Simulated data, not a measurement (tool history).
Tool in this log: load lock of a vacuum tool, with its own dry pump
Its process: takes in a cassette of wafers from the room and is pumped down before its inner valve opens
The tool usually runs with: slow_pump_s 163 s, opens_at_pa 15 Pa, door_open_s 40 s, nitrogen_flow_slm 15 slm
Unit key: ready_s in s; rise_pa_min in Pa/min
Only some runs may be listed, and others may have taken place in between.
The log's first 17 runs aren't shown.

| run | day | slow_pump_s | opens_at_pa | door_open_s | nitrogen_flow_slm | hours that the pump has run since its overhaul | times that the door has closed on its seal | incoming humidity of the room's air, % | ready_s | rise_pa_min |
|---|---|---|---|---|---|---|---|---|---|---|
| 18 | 235.742 | 163 | 15 | 40 | 15 | 13048 | 19310 | 43 | 260.5 | 0.082 |
| 19 | 251.579 | 304 | 10 | 40 | 8 | 13428 | 20968 | 41.6 | 386 | 0.09 |
| 20 | 270.746 | 304 | 10 | 40 | 8 | 13888 | 22976 | 47.8 | 388 | 0.107 |
| 21 | 279.358 | 304 | 26 | 61 | 8 | 14094 | 23878 | 45.5 | 373.7 | 0.118 |
|  | 289.625 | dry pump taken out, an overhauled one fitted |
| 22 | 290.475 | 304 | 26 | 61 | 8 | 20 | 25017 | 47.6 | 355.6 | 0.126 |
| 23 | 299.808 | 163 | 11 | 138 | 32 | 244 | 25994 | 45.8 | 241.2 | 0.125 |
| 24 | 314.246 | 163 | 11 | 138 | 32 | 591 | 27506 | 44.5 | 241.9 | 0.133 |
| 25 | 328.504 | 144 | 11 | 138 | 32 | 933 | 29000 | 42 | 227.4 | 0.146 |
| 26 | 341.742 | 163 | 24 | 41 | 15 | 1251 | 30386 | 42.8 | 234.3 | 0.148 |
| 27 | 357.404 | 163 | 24 | 41 | 15 | 1627 | 32027 | 43.9 | 233.1 | 0.16 |
| 28 | 367.392 | 165 | 22 | 166 | 7 | 1866 | 33073 | 43.8 | 238.5 | 0.191 |
| 29 | 379.067 | 165 | 28 | 166 | 7 | 2147 | 34296 | 47.4 | 236.1 | 0.206 |
| 30 | 392.3 | 165 | 28 | 166 | 7 | 2464 | 35682 | 48.2 | 232.8 | 0.213 |
| 31 | 410.442 | 165 | 28 | 178 | 10 | 2900 | 37583 | 45.2 | 235.5 | 0.227 |
| 32 | 421.646 | 165 | 28 | 178 | 10 | 3169 | 38756 | 42.8 | 237.6 | 0.238 |
| 33 | 439.675 | 165 | 14 | 117 | 10 | 3601 | 40644 | 45 | 246.1 | 0.255 |
| 34 | 456.946 | 165 | 14 | 117 | 10 | 4016 | 42454 | 45.9 | 247.4 | 0.263 |
| 35 | 475.95 | 191 | 21 | 117 | 5 | 4472 | 44444 | 45.9 | 261.2 | 0.29 |

The next listed run, before its measurement:
| 36 | 485.279 | 191 | 21 | 117 | 5 | 4696 | 45421 | 43.3 | ? | ? |

ready_s: 265.1 s
rise_pa_min: 0.298 Pa/min
On a tool with no hidden condition, and with the same random variation, this run would have come out at ready_s 258.6 s, rise_pa_min 0.03 Pa/min.
